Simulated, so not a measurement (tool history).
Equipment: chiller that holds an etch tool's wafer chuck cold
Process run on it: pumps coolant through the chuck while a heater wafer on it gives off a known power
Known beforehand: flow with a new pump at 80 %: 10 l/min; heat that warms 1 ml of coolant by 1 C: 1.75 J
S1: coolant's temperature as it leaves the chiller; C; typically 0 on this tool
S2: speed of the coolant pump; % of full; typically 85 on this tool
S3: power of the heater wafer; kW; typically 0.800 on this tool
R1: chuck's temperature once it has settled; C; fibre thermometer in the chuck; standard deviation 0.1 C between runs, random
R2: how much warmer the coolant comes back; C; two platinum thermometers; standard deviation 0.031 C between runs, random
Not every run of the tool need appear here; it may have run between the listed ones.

run 1 hour=0.0 | S1=0 S2=85 S3=0.800 | R1=7.1 R2=2.62
run 2 hour=77.0 | S1=-6 S2=85 S3=0.800 | R1=1.0 R2=2.62
run 3 hour=165.3 | S1=0 S2=85 S3=0.800 | R1=7.2 R2=2.62
-- hour=204.5 chiller's thermometer calibrated
run 4 hour=220.9 | S1=0 S2=85 S3=0.800 | R1=6.6 R2=2.57
run 5 hour=300.8 | S1=0 S2=85 S3=0.800 | R1=6.7 R2=2.58
run 6 hour=385.0 | S1=0 S2=85 S3=0.800 | R1=6.8 R2=2.58
run 7 hour=469.1 | S1=0 S2=85 S3=0.800 | R1=6.8 R2=2.63
run 8 hour=589.3 | S1=0 S2=85 S3=0.800 | R1=6.8 R2=2.62
run 9 hour=651.2 | S1=4 S2=85 S3=0.800 | R1=10.8 R2=2.63
run 10 hour=727.6 | S1=2 S2=85 S3=0.800 | R1=8.7 R2=2.59
run 11 hour=800.1 | S1=8 S2=85 S3=0.800 | R1=14.8 R2=2.64
run 12 hour=853.0 | S1=0 S2=99 S3=0.800 | R1=6.2 R2=2.24
run 13 hour=956.7 | S1=0 S2=99 S3=0.800 | R1=6.2 R2=2.21
run 14 hour=1020.3 | S1=0 S2=85 S3=0.800 | R1=6.9 R2=2.62
run 15 hour=1139.9 | S1=0 S2=85 S3=0.800 | R1=6.9 R2=2.64
run 16 hour=1208.6 | S1=8 S2=85 S3=0.800 | R1=14.7 R2=2.64
run 17 hour=1271.0 | S1=0 S2=85 S3=0.920 | R1=8.0 R2=3.05
run 18 hour=1328.7 | S1=8 S2=93 S3=1.063 | R1=16.7 R2=3.17
run 19 hour=1435.4 | S1=0 S2=77 S3=0.712 | R1=6.7 R2=2.57
run 20 hour=1548.6 | S1=0 S2=89 S3=0.568 | R1=5.1 R2=1.77
run 21 hour=1631.8 | S1=-5 S2=85 S3=0.521 | R1=-0.5 R2=1.73
run 22 hour=1717.1 | S1=-5 S2=85 S3=0.521 | R1=-0.3 R2=1.69
run 23 hour=1803.4 | S1=2 S2=85 S3=0.800 | R1=9.2 R2=2.65
run 24 hour=1898.9 | S1=0 S2=85 S3=1.105 | R1=9.8 R2=3.66
run 25 hour=1958.2 | S1=0 S2=73 S3=0.497 | R1=5.0 R2=1.93
run 26 hour=2065.2 | S1=0 S2=73 S3=0.497 | R1=5.1 R2=1.93
run 27 hour=2146.0 | S1=0 S2=73 S3=0.497 | R1=5.0 R2=1.92
run 28 hour=2255.4 | S1=0 S2=61 S3=1.027 | R1=11.5 R2=4.82
run 29 hour=2338.4 | S1=5 S2=69 S3=0.998 | R1=15.4 R2=4.14
run 30 hour=2409.6 | S1=-4 S2=69 S3=0.546 | R1=1.6 R2=2.23
run 31 hour=2462.2 | S1=-4 S2=69 S3=0.546 | R1=1.8 R2=2.31

Forecast each of these 4 alternatives for the next run:
run A hour=2571.9 | S1=-9 S2=90 S3=0.800 | R1=? R2=?
run B hour=2571.9 | S1=0 S2=84 S3=0.800 | R1=? R2=?
run C hour=2571.9 | S1=1 S2=87 S3=0.580 | R1=? R2=?
run D hour=2571.9 | S1=0 S2=85 S3=0.735 | R1=? R2=?

run=A R1=-1.9 R2=2.56
run=B R1=7.3 R2=2.77
run=C R1=6.3 R2=1.91
run=D R1=6.7 R2=2.43
With no hidden state in the tool, these same runs would have given:
run=A R1=-2.9 R2=2.47
run=B R1=6.3 R2=2.67
run=C R1=5.5 R2=1.84
run=D R1=5.7 R2=2.34
